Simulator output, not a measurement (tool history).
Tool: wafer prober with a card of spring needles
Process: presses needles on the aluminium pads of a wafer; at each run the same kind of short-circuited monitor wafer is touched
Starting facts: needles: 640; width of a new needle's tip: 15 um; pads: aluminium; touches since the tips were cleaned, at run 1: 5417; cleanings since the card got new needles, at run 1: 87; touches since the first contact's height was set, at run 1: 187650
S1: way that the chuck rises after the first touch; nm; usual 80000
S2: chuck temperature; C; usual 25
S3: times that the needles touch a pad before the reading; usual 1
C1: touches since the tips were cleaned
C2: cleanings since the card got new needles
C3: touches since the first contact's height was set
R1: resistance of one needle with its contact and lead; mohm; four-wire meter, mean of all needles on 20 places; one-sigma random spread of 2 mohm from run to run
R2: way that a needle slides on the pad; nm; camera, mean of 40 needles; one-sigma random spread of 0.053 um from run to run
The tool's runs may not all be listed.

{"run": 1, "hour": 0.0, "S1": 80000, "S2": 25, "S3": 1, "C1": 5417, "C2": 87, "C3": 187650, "R1": 217, "R2": 19440}
{"hour": 2.6, "done": "tips cleaned on abrasive film"}
{"hour": 14.7, "done": "height of the first contact set anew"}
{"hour": 17.9, "done": "tips cleaned on abrasive film"}
{"hour": 32.4, "done": "tips cleaned on abrasive film"}
{"run": 2, "hour": 37.7, "S1": 80000, "S2": 25, "S3": 1, "C1": 2490, "C2": 90, "C3": 10639, "R1": 220, "R2": 19500}
{"hour": 47.0, "done": "tips cleaned on abrasive film"}
{"hour": 61.2, "done": "tips cleaned on abrasive film"}
{"run": 3, "hour": 72.4, "S1": 80000, "S2": 25, "S3": 1, "C1": 5208, "C2": 92, "C3": 26761, "R1": 222, "R2": 19330}
{"hour": 74.9, "done": "tips cleaned on abrasive film"}
{"hour": 88.9, "done": "tips cleaned on abrasive film"}
{"run": 4, "hour": 99.4, "S1": 80000, "S2": 25, "S3": 1, "C1": 4882, "C2": 94, "C3": 39281, "R1": 222, "R2": 19370}
{"hour": 102.6, "done": "tips cleaned on abrasive film"}
{"hour": 117.5, "done": "tips cleaned on abrasive film"}
{"hour": 131.6, "done": "tips cleaned on abrasive film"}
{"run": 5, "hour": 137.8, "S1": 80000, "S2": 25, "S3": 1, "C1": 2853, "C2": 97, "C3": 57066, "R1": 225, "R2": 19390}
{"hour": 146.0, "done": "tips cleaned on abrasive film"}
{"hour": 159.2, "done": "tips cleaned on abrasive film"}
{"run": 6, "hour": 159.2, "S1": 83000, "S2": 25, "S3": 1, "C1": 0, "C2": 99, "C3": 66986, "R1": 222, "R2": 20050}
{"hour": 174.6, "done": "tips cleaned on abrasive film"}
{"hour": 188.5, "done": "tips cleaned on abrasive film"}
{"run": 7, "hour": 188.5, "S1": 80000, "S2": 25, "S3": 3, "C1": 0, "C2": 101, "C3": 80578, "R1": 223, "R2": 19450}
{"hour": 202.4, "done": "tips cleaned on abrasive film"}
{"hour": 217.4, "done": "tips cleaned on abrasive film"}
{"run": 8, "hour": 223.5, "S1": 80000, "S2": 25, "S3": 3, "C1": 2844, "C2": 103, "C3": 96864, "R1": 220, "R2": 19370}
{"hour": 232.5, "done": "tips cleaned on abrasive film"}
{"hour": 245.5, "done": "tips cleaned on abrasive film"}
{"hour": 260.9, "done": "tips cleaned on abrasive film"}
{"hour": 273.4, "done": "tips cleaned on abrasive film"}
{"run": 9, "hour": 273.4, "S1": 80000, "S2": 25, "S3": 2, "C1": 0, "C2": 107, "C3": 119953, "R1": 222, "R2": 19350}
{"hour": 288.0, "done": "tips cleaned on abrasive film"}
{"hour": 302.9, "done": "tips cleaned on abrasive film"}
{"hour": 315.3, "done": "tips cleaned on abrasive film"}
{"run": 10, "hour": 316.1, "S1": 63000, "S2": 99, "S3": 2, "C1": 384, "C2": 110, "C3": 139789, "R1": 245, "R2": 15140}
{"hour": 330.5, "done": "tips cleaned on abrasive film"}
{"hour": 345.2, "done": "tips cleaned on abrasive film"}
{"run": 11, "hour": 354.5, "S1": 63000, "S2": 99, "S3": 2, "C1": 4350, "C2": 112, "C3": 157644, "R1": 242, "R2": 15280}
{"hour": 357.7, "done": "tips cleaned on abrasive film"}
{"hour": 372.4, "done": "tips cleaned on abrasive film"}
{"hour": 386.6, "done": "tips cleaned on abrasive film"}
{"run": 12, "hour": 389.5, "S1": 62000, "S2": 27, "S3": 2, "C1": 1352, "C2": 115, "C3": 173846, "R1": 223, "R2": 15030}
{"hour": 401.9, "done": "tips cleaned on abrasive film"}
{"hour": 417.3, "done": "tips cleaned on abrasive film"}
{"run": 13, "hour": 417.5, "S1": 62000, "S2": 27, "S3": 2, "C1": 83, "C2": 117, "C3": 186843, "R1": 224, "R2": 15050}
{"hour": 429.9, "done": "tips cleaned on abrasive film"}
{"hour": 432.6, "done": "height of the first contact set anew"}
{"hour": 442.6, "done": "tips cleaned on abrasive film"}
{"run": 14, "hour": 448.3, "S1": 96000, "S2": 50, "S3": 1, "C1": 2629, "C2": 119, "C3": 7272, "R1": 222, "R2": 23260}
{"hour": 456.9, "done": "tips cleaned on abrasive film"}
{"hour": 470.9, "done": "tips cleaned on abrasive film"}
{"hour": 483.3, "done": "tips cleaned on abrasive film"}
{"run": 15, "hour": 492.8, "S1": 71000, "S2": 103, "S3": 2, "C1": 4431, "C2": 122, "C3": 27935, "R1": 241, "R2": 17220}
{"hour": 495.9, "done": "tips cleaned on abrasive film"}
{"hour": 511.0, "done": "tips cleaned on abrasive film"}
{"run": 16, "hour": 514.7, "S1": 85000, "S2": 80, "S3": 3, "C1": 1735, "C2": 124, "C3": 38090, "R1": 234, "R2": 20570}
{"hour": 523.7, "done": "tips cleaned on abrasive film"}
{"hour": 539.0, "done": "tips cleaned on abrasive film"}
{"hour": 553.1, "done": "tips cleaned on abrasive film"}
{"run": 17, "hour": 564.5, "S1": 85000, "S2": 80, "S3": 3, "C1": 5330, "C2": 127, "C3": 61213, "R1": 232, "R2": 20640}

Forecast each of these 5 alternatives for the next run:
{"hour": 567.3, "done": "tips cleaned on abrasive film"}
{"hour": 581.9, "done": "tips cleaned on abrasive film"}
{"hour": 596.6, "done": "tips cleaned on abrasive film"}
{"run": "A", "hour": 597.9, "S1": 93000, "S2": 27, "S3": 2, "C1": 598, "C2": 130, "C3": 76688, "R1": "?", "R2": "?"}
{"hour": 567.3, "done": "tips cleaned on abrasive film"}
{"hour": 581.9, "done": "tips cleaned on abrasive film"}
{"hour": 596.6, "done": "tips cleaned on abrasive film"}
{"run": "B", "hour": 597.9, "S1": 66000, "S2": 30, "S3": 2, "C1": 598, "C2": 130, "C3": 76688, "R1": "?", "R2": "?"}
{"hour": 567.3, "done": "tips cleaned on abrasive film"}
{"hour": 581.9, "done": "tips cleaned on abrasive film"}
{"hour": 596.6, "done": "tips cleaned on abrasive film"}
{"run": "C", "hour": 597.9, "S1": 80000, "S2": 35, "S3": 2, "C1": 598, "C2": 130, "C3": 76688, "R1": "?", "R2": "?"}
{"hour": 567.3, "done": "tips cleaned on abrasive film"}
{"hour": 581.9, "done": "tips cleaned on abrasive film"}
{"hour": 596.6, "done": "tips cleaned on abrasive film"}
{"run": "D", "hour": 597.9, "S1": 99000, "S2": 58, "S3": 3, "C1": 598, "C2": 130, "C3": 76688, "R1": "?", "R2": "?"}
{"hour": 567.3, "done": "tips cleaned on abrasive film"}
{"hour": 581.9, "done": "tips cleaned on abrasive film"}
{"hour": 596.6, "done": "tips cleaned on abrasive film"}
{"run": "E", "hour": 597.9, "S1": 61000, "S2": 29, "S3": 1, "C1": 598, "C2": 130, "C3": 76688, "R1": "?", "R2": "?"}

run=A R1=222 R2=22600
run=B R1=224 R2=15990
run=C R1=220 R2=19320
run=D R1=228 R2=23990
run=E R1=223 R2=14800
Had the tool no hidden state, the same runs would have come out as:
run=A R1=222 R2=22610
run=B R1=224 R2=15990
run=C R1=219 R2=19330
run=D R1=228 R2=23990
run=E R1=223 R2=14810

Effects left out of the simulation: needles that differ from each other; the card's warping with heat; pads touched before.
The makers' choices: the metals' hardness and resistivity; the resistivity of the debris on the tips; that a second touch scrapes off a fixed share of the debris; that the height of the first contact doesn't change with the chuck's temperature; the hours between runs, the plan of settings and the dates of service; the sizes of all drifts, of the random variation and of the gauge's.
